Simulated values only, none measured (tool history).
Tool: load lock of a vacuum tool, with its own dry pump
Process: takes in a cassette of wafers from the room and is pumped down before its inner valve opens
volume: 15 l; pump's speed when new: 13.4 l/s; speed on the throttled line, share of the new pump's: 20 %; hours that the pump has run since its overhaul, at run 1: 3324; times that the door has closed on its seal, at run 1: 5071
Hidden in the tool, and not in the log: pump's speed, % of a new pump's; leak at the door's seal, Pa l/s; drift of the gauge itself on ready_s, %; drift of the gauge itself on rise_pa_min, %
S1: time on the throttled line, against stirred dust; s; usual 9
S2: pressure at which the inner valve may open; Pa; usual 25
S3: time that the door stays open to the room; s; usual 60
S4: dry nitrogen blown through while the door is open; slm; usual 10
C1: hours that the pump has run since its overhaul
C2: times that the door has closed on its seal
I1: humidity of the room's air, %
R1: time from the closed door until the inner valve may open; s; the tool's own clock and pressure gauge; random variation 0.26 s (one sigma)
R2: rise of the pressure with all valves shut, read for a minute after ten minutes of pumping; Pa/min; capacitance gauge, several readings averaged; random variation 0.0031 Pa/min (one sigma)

{"run": 1, "hour": 0.0, "S1": 9, "S2": 25, "S3": 60, "S4": 10, "C1": 3324, "C2": 5071, "I1": 45.5, "R1": 17.3, "R2": 0.064}
{"run": 2, "hour": 54.0, "S1": 9, "S2": 25, "S3": 55, "S4": 10, "C1": 3378, "C2": 5243, "I1": 42.4, "R1": 17.1, "R2": 0.059}
{"run": 3, "hour": 138.7, "S1": 9, "S2": 25, "S3": 55, "S4": 10, "C1": 3463, "C2": 5513, "I1": 44.3, "R1": 16.3, "R2": 0.059}
{"run": 4, "hour": 184.7, "S1": 9, "S2": 25, "S3": 55, "S4": 10, "C1": 3509, "C2": 5659, "I1": 46.3, "R1": 17, "R2": 0.063}
{"run": 5, "hour": 236.8, "S1": 9, "S2": 25, "S3": 55, "S4": 10, "C1": 3561, "C2": 5825, "I1": 47.3, "R1": 16.9, "R2": 0.061}
{"run": 6, "hour": 306.7, "S1": 9, "S2": 25, "S3": 60, "S4": 10, "C1": 3631, "C2": 6047, "I1": 44.9, "R1": 17.3, "R2": 0.068}
{"run": 7, "hour": 414.4, "S1": 9, "S2": 25, "S3": 60, "S4": 17, "C1": 3738, "C2": 6390, "I1": 43.1, "R1": 16.7, "R2": 0.052}
{"run": 8, "hour": 524.8, "S1": 9, "S2": 25, "S3": 60, "S4": 17, "C1": 3849, "C2": 6742, "I1": 46, "R1": 16.9, "R2": 0.059}
{"run": 9, "hour": 629.7, "S1": 9, "S2": 25, "S3": 60, "S4": 17, "C1": 3954, "C2": 7076, "I1": 43.4, "R1": 17.1, "R2": 0.059}
{"run": 10, "hour": 728.3, "S1": 9, "S2": 25, "S3": 60, "S4": 14, "C1": 4052, "C2": 7390, "I1": 44.7, "R1": 16.6, "R2": 0.057}
{"run": 11, "hour": 801.3, "S1": 4, "S2": 25, "S3": 60, "S4": 10, "C1": 4125, "C2": 7622, "I1": 42.4, "R1": 13.2, "R2": 0.066}
{"run": 12, "hour": 911.8, "S1": 9, "S2": 25, "S3": 60, "S4": 44, "C1": 4236, "C2": 7974, "I1": 46.7, "R1": 17.1, "R2": 0.041}
{"run": 13, "hour": 987.8, "S1": 8, "S2": 43, "S3": 53, "S4": 16, "C1": 4312, "C2": 8215, "I1": 44.7, "R1": 15.6, "R2": 0.055}
{"run": 14, "hour": 1090.2, "S1": 8, "S2": 43, "S3": 53, "S4": 16, "C1": 4414, "C2": 8541, "I1": 44, "R1": 15.8, "R2": 0.055}
{"run": 15, "hour": 1196.9, "S1": 8, "S2": 43, "S3": 53, "S4": 16, "C1": 4521, "C2": 8881, "I1": 43.8, "R1": 15.5, "R2": 0.059}
{"run": 16, "hour": 1242.6, "S1": 8, "S2": 33, "S3": 214, "S4": 9, "C1": 4567, "C2": 9027, "I1": 47.3, "R1": 15.7, "R2": 0.142}
{"run": 17, "hour": 1321.3, "S1": 5, "S2": 35, "S3": 127, "S4": 15, "C1": 4645, "C2": 9277, "I1": 48.2, "R1": 13.1, "R2": 0.098}
{"run": 18, "hour": 1380.4, "S1": 12, "S2": 27, "S3": 60, "S4": 12, "C1": 4704, "C2": 9465, "I1": 48.4, "R1": 19.3, "R2": 0.066}
{"run": 19, "hour": 1437.2, "S1": 9, "S2": 38, "S3": 142, "S4": 13, "C1": 4761, "C2": 9646, "I1": 46.6, "R1": 16.2, "R2": 0.102}
{"run": 20, "hour": 1517.5, "S1": 8, "S2": 47, "S3": 142, "S4": 13, "C1": 4841, "C2": 9901, "I1": 42.7, "R1": 15.5, "R2": 0.097}
{"run": 21, "hour": 1593.1, "S1": 8, "S2": 47, "S3": 234, "S4": 14, "C1": 4917, "C2": 10142, "I1": 44, "R1": 15.6, "R2": 0.118}

Forecast each of these 3 alternatives for the next run:
{"run": "A", "hour": 1679.7, "S1": 8, "S2": 47, "S3": 234, "S4": 5, "C1": 5004, "C2": 10418, "I1": 42.7, "R1": "?", "R2": "?"}
{"run": "B", "hour": 1679.7, "S1": 9, "S2": 25, "S3": 215, "S4": 10, "C1": 5004, "C2": 10418, "I1": 45.3, "R1": "?", "R2": "?"}
{"run": "C", "hour": 1679.7, "S1": 14, "S2": 25, "S3": 60, "S4": 10, "C1": 5004, "C2": 10418, "I1": 41.6, "R1": "?", "R2": "?"}

run=A R1=15.4 R2=0.171
run=B R1=16.5 R2=0.136
run=C R1=21.3 R2=0.077
Without the tool's hidden state the same runs would have given:
run=A R1=15.1 R2=0.155
run=B R1=16.2 R2=0.12
run=C R1=21 R2=0.061

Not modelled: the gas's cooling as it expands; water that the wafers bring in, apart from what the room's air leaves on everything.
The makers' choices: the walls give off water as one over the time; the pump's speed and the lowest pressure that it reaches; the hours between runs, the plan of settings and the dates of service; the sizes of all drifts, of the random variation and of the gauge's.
